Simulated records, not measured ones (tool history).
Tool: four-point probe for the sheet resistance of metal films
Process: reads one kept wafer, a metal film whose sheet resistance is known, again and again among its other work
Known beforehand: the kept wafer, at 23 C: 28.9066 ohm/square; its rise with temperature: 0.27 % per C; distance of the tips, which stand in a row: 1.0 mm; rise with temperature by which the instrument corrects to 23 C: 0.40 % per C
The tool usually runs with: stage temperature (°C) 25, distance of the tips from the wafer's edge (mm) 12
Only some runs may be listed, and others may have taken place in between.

run	hour	stage temperature (°C)	distance of the tips from the wafer's edge (mm)	sheet resistance as the instrument gives it (ohm/square)
1	0	25	12	29.173176
2	68.9	34	12	28.853265
3	109.8	34	12	28.846819
4	157.3	28	12	29.096389
5	234	28	12	29.09464
6	299.5	23	12	29.296774
7	343.7	23	12	29.305995
8	402.5	25	12	29.231037
9	460.6	25	12	29.235689
10	503.6	25	12	29.242214
11	564.6	25	12	29.235893
12	618.5	25	3	30.779657
# hour 626.2: stage's thermometer calibrated
13	682.1	25	3	30.791563
14	730.1	25	3	30.796289
15	795.3	25	12	29.269383
16	861	25	8	29.41389
17	902.4	25	8	29.414224
# hour 932.9: stage's thermometer calibrated, once more
18	939.5	25	8	29.391138
19	995.9	25	13	29.239061
20	1062	25	13	29.245197
21	1097.7	25	12	29.276703
22	1163.1	25	12	29.282802
23	1241.7	35	9	28.985657
24	1324	24	35	29.230805
25	1382.4	21	4	30.308915
26	1455.3	21	6	29.786314
27	1499.2	21	6	29.792046
28	1573.2	21	6	29.807756
29	1624.1	26	3	30.815804
30	1687	33	57	28.910089
31	1733.9	33	57	28.920278
32	1809.4	33	57	28.928096
33	1865.7	33	57	28.936746
34	1917.7	26	35	29.219907
# hour 1993.2: new probe head fitted
35	1993.2	25	22	28.929547
36	2060.9	34	6	28.981218
37	2115	34	6	28.989041
38	2170.4	20	12	29.23904
39	2243.9	26	20	28.931954
40	2278.5	26	20	28.924744
41	2327.9	34	47	28.598305
42	2381.8	34	47	28.603492
43	2464.4	19	60	29.195468
44	2518.5	33	5	29.249549

Selected run-to-run steps in sheet resistance as the instrument gives it (ohm/square), each split into two signed amounts: the part the tool would show with no hidden state at all (from settings, incoming material and random variation), and the remainder, which goes to the hidden state together with any gauge scatter not common to the measured and the hidden-state-free results:
Hidden conditions of the tool in this case: inner tips' distance over the nominal, %; tips' flats over new ones', %; wafer's true temperature over the reading, C; drift of the gauge itself on sheet_ohm, %.
Run 11 -> 12: distance of the tips from the wafer's edge (mm) 12 -> 3. sheet resistance as the instrument gives it (ohm/square) +1.543764: hidden state +0.020359, all else +1.523405.
Run 14 -> 15: distance of the tips from the wafer's edge (mm) 3 -> 12. sheet resistance as the instrument gives it (ohm/square) -1.526906: hidden state -0.009415, all else -1.517491.
Run 17 -> 18: stage's thermometer calibrated, once more. sheet resistance as the instrument gives it (ohm/square) -0.023086: hidden state -0.025891, all else +0.002805.
Run 29 -> 30: stage temperature (°C) 26 -> 33, distance of the tips from the wafer's edge (mm) 3 -> 57. sheet resistance as the instrument gives it (ohm/square) -1.905715: hidden state -0.017892, all else -1.887823.
Run 34 -> 35: stage temperature (°C) 26 -> 25, distance of the tips from the wafer's edge (mm) 35 -> 22, new probe head fitted. sheet resistance as the instrument gives it (ohm/square) -0.29036: hidden state -0.342041, all else +0.051681.
